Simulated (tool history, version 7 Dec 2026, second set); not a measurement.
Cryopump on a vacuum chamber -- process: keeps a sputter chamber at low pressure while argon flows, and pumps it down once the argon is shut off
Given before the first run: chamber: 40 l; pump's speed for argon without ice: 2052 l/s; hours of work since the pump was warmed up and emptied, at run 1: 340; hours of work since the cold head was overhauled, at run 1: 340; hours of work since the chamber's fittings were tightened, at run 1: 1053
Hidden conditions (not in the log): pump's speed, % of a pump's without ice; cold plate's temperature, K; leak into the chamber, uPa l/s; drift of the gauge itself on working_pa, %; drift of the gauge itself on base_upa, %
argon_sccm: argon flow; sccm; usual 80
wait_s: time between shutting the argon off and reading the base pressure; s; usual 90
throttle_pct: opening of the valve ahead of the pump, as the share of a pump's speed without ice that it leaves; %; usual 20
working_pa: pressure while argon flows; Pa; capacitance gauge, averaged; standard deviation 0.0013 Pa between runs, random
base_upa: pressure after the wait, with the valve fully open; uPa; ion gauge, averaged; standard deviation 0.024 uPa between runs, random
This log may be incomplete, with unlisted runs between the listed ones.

run     day  argon_sccm  wait_s  throttle_pct  hours of work since the pump was warmed up and emptied  hours of work since the cold head was overhauled  hours of work since the chamber's fittings were tightened  working_pa  base_upa
  1       0          80      90            20                                                     340                                               340                                                       1053      0.3335      2.25
  2   1.271          80      90            20                                                     355                                               355                                                       1068      0.3365      2.31
  3   2.325         147      90            20                                                     367                                               367                                                       1080      0.6104      2.33
  4   3.971          80      90            20                                                     387                                               387                                                       1100      0.3346      2.34
  5   5.371          80      90            20                                                     403                                               403                                                       1116      0.3355      2.46
  6   7.012          80      90            20                                                     423                                               423                                                       1135      0.3368      2.44
  7   8.533          80      90            20                                                     440                                               440                                                       1153      0.3342      2.48
  8   10.35          80      90            20                                                     462                                               462                                                       1175      0.3348      2.48
  9  11.771          80      90            20                                                     478                                               478                                                       1191      0.3336      2.53
 10  13.258          80      90            20                                                     496                                               496                                                       1209      0.3335      2.55
 11    14.2          80      90            20                                                     507                                               507                                                       1220       0.333      2.56
 12  15.158          49      90            26                                                     518                                               518                                                       1231      0.1578      2.58
 13  16.179          49      90            26                                                     530                                               530                                                       1243       0.158       2.6
 14  17.158          47      24            20                                                     542                                               542                                                       1255       0.196      4.58
 15  18.971          37     275            20                                                     563                                               563                                                       1276      0.1558       2.2
 16  19.812          37     275            20                                                     573                                               573                                                       1286      0.1558      2.13
 17  20.888         108      91            42                                                     586                                               586                                                       1299      0.2204      2.75
 18  22.483         150     277            20                                                     604                                               604                                                       1317      0.6335       2.3
 19  23.221          89      55            16                                                     613                                               613                                                       1326      0.4632      3.21
 20  24.342          91      34            16                                                     626                                               626                                                       1339      0.4759      3.75
 21  25.858         106     214            34                                                     644                                               644                                                       1357      0.2664      2.43

Table of differences, measured result less the result of that run with no hidden state. Run-to-run variation is the same in both. Gauge scatter possibly is not:
run  working_pa  base_upa
  1     +0.0039     +1.43
  2      +0.004     +1.46
  3     +0.0075      +1.5
  4     +0.0043     +1.54
  5     +0.0045     +1.58
  6     +0.0046     +1.59
  7     +0.0047     +1.66
  8      +0.005     +1.64
  9     +0.0051     +1.67
 10     +0.0052      +1.7
 11     +0.0053      +1.7
 12     +0.0034     +1.74
 13     +0.0034     +1.75
 14     +0.0034     +1.81
 15     +0.0027     +1.81
 16     +0.0028     +1.81
 17     +0.0082      +1.9
 18     +0.0118     +1.89
 19     +0.0071     +1.91
 20     +0.0074     +1.86
 21     +0.0089     +1.96

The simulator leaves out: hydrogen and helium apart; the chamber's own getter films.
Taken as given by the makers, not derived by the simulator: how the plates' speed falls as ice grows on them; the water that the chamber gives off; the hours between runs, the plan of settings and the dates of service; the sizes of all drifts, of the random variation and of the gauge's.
